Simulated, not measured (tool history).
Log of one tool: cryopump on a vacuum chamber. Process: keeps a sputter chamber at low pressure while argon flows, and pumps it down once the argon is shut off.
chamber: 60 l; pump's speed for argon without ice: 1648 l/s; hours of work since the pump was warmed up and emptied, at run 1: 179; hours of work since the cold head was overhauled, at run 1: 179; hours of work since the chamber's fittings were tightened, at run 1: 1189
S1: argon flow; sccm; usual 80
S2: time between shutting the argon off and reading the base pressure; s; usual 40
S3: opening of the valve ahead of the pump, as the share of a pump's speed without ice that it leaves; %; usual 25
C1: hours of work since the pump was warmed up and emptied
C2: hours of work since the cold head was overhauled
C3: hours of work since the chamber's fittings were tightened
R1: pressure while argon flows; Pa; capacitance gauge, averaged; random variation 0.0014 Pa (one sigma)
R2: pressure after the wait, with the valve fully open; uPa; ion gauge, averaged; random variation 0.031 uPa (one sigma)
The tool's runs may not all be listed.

Run 1, hour 0: usual settings; C1 179; C2 179; C3 1189. Result: R1 0.3326 Pa, R2 2.64 uPa.
Run 2, hour 16: usual settings; C1 189; C2 189; C3 1199. Result: R1 0.3344 Pa, R2 2.66 uPa.
Run 3, hour 31.6: usual settings but S3 60 %; C1 199; C2 199; C3 1210. Result: R1 0.1409 Pa, R2 2.57 uPa.
Run 4, hour 47.4: usual settings but S3 60 %; C1 209; C2 209; C3 1220. Result: R1 0.1427 Pa, R2 2.64 uPa.
Run 5, hour 72: usual settings but S3 60 %; C1 225; C2 225; C3 1236. Result: R1 0.1435 Pa, R2 2.6 uPa.
Run 6, hour 95: usual settings but S3 54 %; C1 240; C2 240; C3 1251. Result: R1 0.1593 Pa, R2 2.69 uPa.
Run 7, hour 120.9: usual settings; C1 257; C2 257; C3 1268. Result: R1 0.3373 Pa, R2 2.61 uPa.
Run 8, hour 149.7: usual settings; C1 276; C2 276; C3 1286. Result: R1 0.3365 Pa, R2 2.71 uPa.
Run 9, hour 174.1: usual settings; C1 292; C2 292; C3 1302. Result: R1 0.3385 Pa, R2 2.68 uPa.
Run 10, hour 193.7: usual settings; C1 305; C2 305; C3 1315. Result: R1 0.3365 Pa, R2 2.74 uPa.
Run 11, hour 212.8: usual settings; C1 317; C2 317; C3 1327. Result: R1 0.3379 Pa, R2 2.71 uPa.
Run 12, hour 233.4: usual settings; C1 330; C2 330; C3 1341. Result: R1 0.3366 Pa, R2 2.78 uPa.
Run 13, hour 252.6: usual settings but S1 158 sccm; C1 343; C2 343; C3 1353. Result: R1 0.6687 Pa, R2 2.88 uPa.
Run 14, hour 279.8: usual settings but S1 60 sccm, S2 49 s, S3 31 %; C1 361; C2 361; C3 1371. Result: R1 0.207 Pa, R2 2.58 uPa.
Run 15, hour 293.5: usual settings but S1 36 sccm, S2 31 s, S3 17 %; C1 369; C2 369; C3 1380. Result: R1 0.2238 Pa, R2 3.25 uPa.
Run 16, hour 314.8: usual settings but S1 128 sccm, S2 234 s, S3 17 %; C1 383; C2 383; C3 1394. Result: R1 0.7897 Pa, R2 1.69 uPa.
Run 17, hour 336.9: usual settings but S1 128 sccm, S2 141 s, S3 24 %; C1 398; C2 398; C3 1408. Result: R1 0.5646 Pa, R2 1.87 uPa.
Run 18, hour 360.7: usual settings but S1 96 sccm, S2 24 s, S3 15 %; C1 413; C2 413; C3 1423. Result: R1 0.6652 Pa, R2 3.8 uPa.
Run 19, hour 378.2: usual settings but S1 96 sccm, S2 24 s, S3 15 %; C1 425; C2 425; C3 1435. Result: R1 0.6687 Pa, R2 3.66 uPa.
Run 20, hour 390.6: usual settings but S1 70 sccm, S2 57 s, S3 26 %; C1 433; C2 433; C3 1443. Result: R1 0.2864 Pa, R2 2.36 uPa.
Run 21, hour 409.3: usual settings but S1 70 sccm, S2 57 s, S3 26 %; C1 445; C2 445; C3 1455. Result: R1 0.2868 Pa, R2 2.46 uPa.
Run 22, hour 426: usual settings but S1 70 sccm, S2 57 s, S3 26 %; C1 456; C2 456; C3 1466. Result: R1 0.2856 Pa, R2 2.54 uPa.
Run 23, hour 454.1: usual settings but S1 112 sccm, S2 298 s, S3 49 %; C1 474; C2 474; C3 1484. Result: R1 0.2542 Pa, R2 1.79 uPa.
Run 24, hour 469.8: usual settings but S1 112 sccm, S2 22 s, S3 31 %; C1 484; C2 484; C3 1494. Result: R1 0.3884 Pa, R2 3.99 uPa.
Run 25, hour 497.3: usual settings but S1 39 sccm, S2 240 s, S3 33 %; C1 502; C2 502; C3 1512. Result: R1 0.1285 Pa, R2 1.85 uPa.

Forecast each of these 4 alternatives for the next run:
Run A, hour 524.3: usual settings but S1 38 sccm, S2 159 s, S3 52 %; C1 519; C2 519; C3 1530. Result: R1 ?, R2 ?.
Run B, hour 524.3: usual settings but S1 104 sccm, S2 240 s, S3 33 %; C1 519; C2 519; C3 1530. Result: R1 ?, R2 ?.
Run C, hour 524.3: usual settings but S1 72 sccm, S2 240 s, S3 33 %; C1 519; C2 519; C3 1530. Result: R1 ?, R2 ?.
Run D, hour 524.3: usual settings but S1 73 sccm, S2 27 s, S3 23 %; C1 519; C2 519; C3 1530. Result: R1 ?, R2 ?.

run      R1    R2
  A  0.0821  1.99
  B  0.3422  1.93
  C  0.2367  1.83
  D  0.3392  3.68
Without the tool's hidden state the same runs would have given:
run      R1    R2
  A   0.075  0.53
  B  0.3228  0.43
  C  0.2233  0.37
  D  0.3256  2.21

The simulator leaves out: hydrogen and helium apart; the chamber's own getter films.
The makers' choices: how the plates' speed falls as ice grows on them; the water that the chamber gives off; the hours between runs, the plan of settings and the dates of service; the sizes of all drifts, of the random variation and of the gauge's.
